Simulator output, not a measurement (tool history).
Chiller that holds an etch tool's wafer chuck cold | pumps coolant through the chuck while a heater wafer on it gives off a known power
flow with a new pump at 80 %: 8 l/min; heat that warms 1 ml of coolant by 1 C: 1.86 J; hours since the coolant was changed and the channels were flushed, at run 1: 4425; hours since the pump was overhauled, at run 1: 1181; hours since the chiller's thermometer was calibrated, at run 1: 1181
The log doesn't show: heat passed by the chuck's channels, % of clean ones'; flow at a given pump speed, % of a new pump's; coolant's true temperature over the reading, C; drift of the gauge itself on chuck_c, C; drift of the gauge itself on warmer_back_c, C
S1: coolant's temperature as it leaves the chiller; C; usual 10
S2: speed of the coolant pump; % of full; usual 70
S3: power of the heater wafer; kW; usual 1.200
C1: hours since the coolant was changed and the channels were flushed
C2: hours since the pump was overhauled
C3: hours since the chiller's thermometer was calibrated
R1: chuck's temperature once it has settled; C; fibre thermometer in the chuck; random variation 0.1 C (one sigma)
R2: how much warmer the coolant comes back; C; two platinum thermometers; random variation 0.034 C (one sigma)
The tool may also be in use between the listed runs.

{"run": 1, "hour": 0.0, "S1": 10, "S2": 70, "S3": 1.2, "C1": 4425, "C2": 1181, "C3": 1181, "R1": 19.8, "R2": 5.48}
{"run": 2, "hour": 52.2, "S1": 10, "S2": 70, "S3": 0.699, "C1": 4477, "C2": 1233, "C3": 1233, "R1": 15.8, "R2": 3.22}
{"run": 3, "hour": 133.0, "S1": 10, "S2": 70, "S3": 0.699, "C1": 4557, "C2": 1314, "C3": 1314, "R1": 15.6, "R2": 3.25}
{"run": 4, "hour": 187.3, "S1": 10, "S2": 70, "S3": 0.699, "C1": 4612, "C2": 1368, "C3": 1368, "R1": 15.9, "R2": 3.27}
{"run": 5, "hour": 265.9, "S1": 10, "S2": 70, "S3": 1.511, "C1": 4690, "C2": 1447, "C3": 1447, "R1": 22.2, "R2": 6.97}
{"run": 6, "hour": 347.0, "S1": 10, "S2": 70, "S3": 1.511, "C1": 4772, "C2": 1528, "C3": 1528, "R1": 22.4, "R2": 6.97}
{"run": 7, "hour": 385.0, "S1": 10, "S2": 70, "S3": 1.511, "C1": 4810, "C2": 1566, "C3": 1566, "R1": 22.2, "R2": 6.86}
{"run": 8, "hour": 472.4, "S1": 10, "S2": 70, "S3": 1.087, "C1": 4897, "C2": 1653, "C3": 1653, "R1": 18.8, "R2": 5.08}
{"run": 9, "hour": 526.0, "S1": 10, "S2": 70, "S3": 1.087, "C1": 4951, "C2": 1707, "C3": 1707, "R1": 18.9, "R2": 4.98}
{"run": 10, "hour": 604.0, "S1": 10, "S2": 82, "S3": 1.2, "C1": 5029, "C2": 1785, "C3": 1785, "R1": 18.9, "R2": 4.75}
{"run": 11, "hour": 662.3, "S1": 19, "S2": 72, "S3": 1.35, "C1": 5087, "C2": 1843, "C3": 1843, "R1": 29.7, "R2": 5.99}
{"run": 12, "hour": 704.4, "S1": 10, "S2": 84, "S3": 0.637, "C1": 5129, "C2": 1885, "C3": 1885, "R1": 14.6, "R2": 2.46}

Run 13 comes next. What will it give?
{"run": 13, "hour": 768.1, "S1": 6, "S2": 86, "S3": 0.612, "C1": 5193, "C2": 1949, "C3": 1949, "R1": "?", "R2": "?"}

R1: 10.3 C
R2: 2.28 C
Without the tool's hidden state the same run would have given R1 10.3 C, R2 2.28 C.

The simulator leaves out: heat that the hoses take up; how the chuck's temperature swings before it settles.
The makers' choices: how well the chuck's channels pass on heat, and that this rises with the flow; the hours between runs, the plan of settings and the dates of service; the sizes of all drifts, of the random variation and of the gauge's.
